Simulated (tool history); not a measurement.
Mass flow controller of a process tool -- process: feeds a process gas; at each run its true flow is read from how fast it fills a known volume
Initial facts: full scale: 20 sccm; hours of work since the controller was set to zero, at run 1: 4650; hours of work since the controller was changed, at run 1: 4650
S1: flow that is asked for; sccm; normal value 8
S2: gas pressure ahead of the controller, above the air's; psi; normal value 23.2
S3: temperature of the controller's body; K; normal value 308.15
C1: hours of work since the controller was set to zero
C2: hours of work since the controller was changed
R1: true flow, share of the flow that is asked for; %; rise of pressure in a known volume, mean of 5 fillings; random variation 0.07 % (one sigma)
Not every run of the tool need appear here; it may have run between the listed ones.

Run 1, day 0.000: usual settings; C1 4650; C2 4650. Result: R1 97.50 %.
Run 2, day 11.025: usual settings; C1 4751; C2 4751. Result: R1 97.40 %.
Run 3, day 26.700: usual settings; C1 4894; C2 4894. Result: R1 97.34 %.
Run 4, day 36.129: usual settings; C1 4980; C2 4980. Result: R1 97.34 %.
Run 5, day 44.850: usual settings; C1 5060; C2 5060. Result: R1 97.46 %.
Run 6, day 57.104: usual settings; C1 5172; C2 5172. Result: R1 97.26 %.
Run 7, day 71.650: usual settings but S3 307.15 K; C1 5305; C2 5305. Result: R1 97.36 %.
Run 8, day 84.142: usual settings; C1 5419; C2 5419. Result: R1 97.21 %.
Run 9, day 101.608: usual settings; C1 5579; C2 5579. Result: R1 97.13 %.
Run 10, day 119.083: usual settings; C1 5739; C2 5739. Result: R1 97.20 %.
Run 11, day 131.750: usual settings; C1 5855; C2 5855. Result: R1 97.18 %.
Run 12, day 144.354: usual settings; C1 5970; C2 5970. Result: R1 97.14 %.
Run 13, day 154.475: usual settings; C1 6063; C2 6063. Result: R1 97.17 %.
Run 14, day 162.379: usual settings; C1 6135; C2 6135. Result: R1 96.95 %.
Run 15, day 176.821: usual settings; C1 6267; C2 6267. Result: R1 97.00 %.
Run 16, day 194.175: usual settings; C1 6426; C2 6426. Result: R1 96.99 %.
Run 17, day 210.371: usual settings but S3 294.15 K; C1 6574; C2 6574. Result: R1 98.01 %.
Run 18, day 220.179: usual settings but S2 33.2 psi; C1 6664; C2 6664. Result: R1 97.38 %.
Run 19, day 233.779: usual settings but S2 33.2 psi; C1 6788; C2 6788. Result: R1 97.40 %.
Run 20, day 249.925: usual settings but S2 33.2 psi; C1 6936; C2 6936. Result: R1 97.45 %.
Run 21, day 257.146: usual settings but S2 33.2 psi; C1 7002; C2 7002. Result: R1 97.39 %.
Run 22, day 271.517: usual settings but S1 2 sccm, S2 28.7 psi, S3 299.15 K; C1 7133; C2 7133. Result: R1 96.98 %.
Run 23, day 279.908: usual settings but S1 2 sccm, S2 28.7 psi, S3 299.15 K; C1 7210; C2 7210. Result: R1 97.04 %.
Run 24, day 292.004: usual settings but S1 2 sccm, S2 28.7 psi, S3 299.15 K; C1 7321; C2 7321. Result: R1 96.95 %.
Run 25, day 301.500: usual settings but S1 2 sccm, S2 28.7 psi, S3 299.15 K; C1 7408; C2 7408. Result: R1 96.95 %.
Run 26, day 312.133: usual settings but S1 2 sccm, S2 28.7 psi, S3 299.15 K; C1 7505; C2 7505. Result: R1 97.00 %.
At day 324.683: gauge calibrated.
Run 27, day 327.762: usual settings but S1 15 sccm, S2 32.3 psi, S3 301.15 K; C1 7648; C2 7648. Result: R1 99.34 %.
Run 28, day 344.004: usual settings but S2 27.6 psi, S3 294.15 K; C1 7796; C2 7796. Result: R1 98.68 %.
Run 29, day 352.796: usual settings but S1 3 sccm, S2 32.5 psi, S3 298.15 K; C1 7877; C2 7877. Result: R1 98.03 %.
Run 30, day 365.046: usual settings but S1 3 sccm, S2 31.9 psi, S3 298.15 K; C1 7989; C2 7989. Result: R1 97.85 %.
Run 31, day 372.192: usual settings but S1 3 sccm, S2 31.9 psi, S3 298.15 K; C1 8054; C2 8054. Result: R1 97.86 %.
Run 32, day 382.179: usual settings but S1 3 sccm, S2 24.7 psi, S3 295.15 K; C1 8145; C2 8145. Result: R1 97.78 %.
Run 33, day 397.025: usual settings but S1 16 sccm, S2 34.4 psi, S3 296.15 K; C1 8281; C2 8281. Result: R1 99.68 %.
Run 34, day 413.429: usual settings but S2 21.6 psi; C1 8431; C2 8431. Result: R1 97.08 %.
Run 35, day 423.296: usual settings but S1 6 sccm, S3 296.15 K; C1 8522; C2 8522. Result: R1 97.77 %.
At day 434.862: controller's zero set anew.
Run 36, day 437.488: usual settings but S1 3 sccm, S2 34.2 psi; C1 24; C2 8651. Result: R1 97.13 %.
Run 37, day 449.217: usual settings but S1 2 sccm, S2 32.2 psi, S3 307.15 K; C1 131; C2 8758. Result: R1 96.95 %.

Had the tool no unlogged condition, and each run kept its random variation, what would the results have been?
The hidden state here: flow at rest that the sensor doesn't see, % of full scale; true flow over the shown one, %; drift of the gauge itself on true_pct, %.
run     R1
  1  97.50
  2  97.43
  3  97.40
  4  97.42
  5  97.56
  6  97.40
  7  97.52
  8  97.40
  9  97.36
 10  97.48
 11  97.48
 12  97.48
 13  97.53
 14  97.32
 15  97.41
 16  97.44
 17  98.50
 18  97.89
 19  97.94
 20  98.03
 21  97.99
 22  97.55
 23  97.63
 24  97.57
 25  97.59
 26  97.66
 27  99.36
 28  98.72
 29  98.06
 30  97.91
 31  97.93
 32  97.88
 33  99.86
 34  97.29
 35  98.00
 36  97.41
 37  97.26

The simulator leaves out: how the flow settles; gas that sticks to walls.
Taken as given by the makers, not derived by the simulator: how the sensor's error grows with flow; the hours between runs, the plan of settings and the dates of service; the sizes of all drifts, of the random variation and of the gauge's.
